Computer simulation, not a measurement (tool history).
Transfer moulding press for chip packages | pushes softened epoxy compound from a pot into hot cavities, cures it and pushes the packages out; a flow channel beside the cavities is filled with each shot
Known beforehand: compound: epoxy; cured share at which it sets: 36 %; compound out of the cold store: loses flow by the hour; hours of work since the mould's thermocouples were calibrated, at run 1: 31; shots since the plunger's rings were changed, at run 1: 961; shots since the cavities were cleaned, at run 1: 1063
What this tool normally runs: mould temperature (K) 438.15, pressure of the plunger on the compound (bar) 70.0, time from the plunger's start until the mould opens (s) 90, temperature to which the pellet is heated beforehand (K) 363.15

run	hour	mould temperature (K)	pressure of the plunger on the compound (bar)	time from the plunger's start until the mould opens (s)	temperature to which the pellet is heated beforehand (K)	hours of work since the mould's thermocouples were calibrated	shots since the plunger's rings were changed	shots since the cavities were cleaned	incoming compound's hours out of the cold store	length that the compound runs in the flow channel (mm)	greatest force on the pins that push the packages out (N)
1	0.0	438.15	70.0	90	363.15	31	961	1063	17.9	934	854
2	6.1	438.15	87.8	90	363.15	35	1034	1136	45.4	912	808
# hour 11.5: cavities cleaned with cleaning compound and waxed
3	12.8	438.15	87.8	90	363.15	39	1095	15	16.7	1047	390
4	17.3	438.15	87.8	90	363.15	41	1149	69	35.9	952	443
5	26.2	438.15	61.8	90	363.15	47	1255	175	37.6	796	544
6	30.8	438.15	61.8	90	363.15	50	1310	230	40.6	781	581
7	35.2	438.15	62.8	90	363.15	53	1362	282	31.6	826	616
8	40.6	438.15	62.8	90	363.15	56	1427	347	45.8	769	619
9	50.0	438.15	62.8	90	363.15	62	1538	458	16.2	889	709
10	59.7	438.15	62.8	90	363.15	69	1654	574	33.0	813	711
11	69.6	438.15	70.0	90	363.15	75	1771	691	35.6	848	733
12	78.9	438.15	70.0	90	363.15	81	1882	802	33.9	856	798
13	88.9	443.15	70.0	90	363.15	87	2002	922	28.5	860	715
14	94.7	443.15	70.0	102	363.15	91	2070	990	23.4	879	712
15	104.8	443.15	70.0	102	363.15	98	2191	1111	44.4	793	725
# hour 111.9: cavities cleaned with cleaning compound and waxed
16	112.9	438.15	70.0	112	364.15	102	2269	12	41.7	821	336
17	120.2	438.15	70.0	112	364.15	106	2357	100	14.6	937	422
18	127.1	438.15	70.0	112	364.15	111	2438	181	30.8	868	474
19	136.4	438.15	62.5	112	371.15	117	2549	292	47.5	750	542
20	146.1	435.15	82.3	94	371.15	123	2664	407	20.1	999	698
21	150.8	438.15	52.8	90	365.15	126	2720	463	31.9	745	692
22	160.8	437.15	52.8	121	365.15	132	2840	583	38.7	720	623
23	166.2	437.15	52.8	121	365.15	136	2904	647	33.5	742	658
24	173.2	438.15	61.5	90	360.15	140	2987	730	15.5	870	802
25	182.2	442.15	61.5	90	371.15	146	3094	837	38.9	761	705
26	186.4	442.15	61.5	90	371.15	149	3144	887	31.4	787	725
27	192.1	445.15	69.5	92	363.15	153	3212	955	10.3	926	750
28	201.3	445.15	60.0	75	363.15	158	3322	1065	29.1	781	790
29	205.9	438.15	70.0	90	362.15	161	3376	1119	36.0	835	820

Forecast each of these 4 alternatives for the next run:
# hour 212.4: cavities cleaned with cleaning compound and waxed
A	215.1	442.15	70.0	90	362.15	166	3468	32	30.8	?	?
# hour 212.4: cavities cleaned with cleaning compound and waxed
B	215.1	438.15	70.0	112	357.15	166	3468	32	8.9	?	?
# hour 212.4: cavities cleaned with cleaning compound and waxed
C	215.1	438.15	55.7	90	363.15	166	3468	32	19.4	?	?
# hour 212.4: cavities cleaned with cleaning compound and waxed
D	215.1	438.15	70.0	90	354.15	166	3468	32	27.4	?	?

run	length that the compound runs in the flow channel (mm)	greatest force on the pins that push the packages out (N)
A	844	365
B	961	360
C	810	405
D	873	391
Without the tool's hidden state the same runs would have given:
run	length that the compound runs in the flow channel (mm)	greatest force on the pins that push the packages out (N)
A	871	332
B	991	327
C	836	366
D	901	352
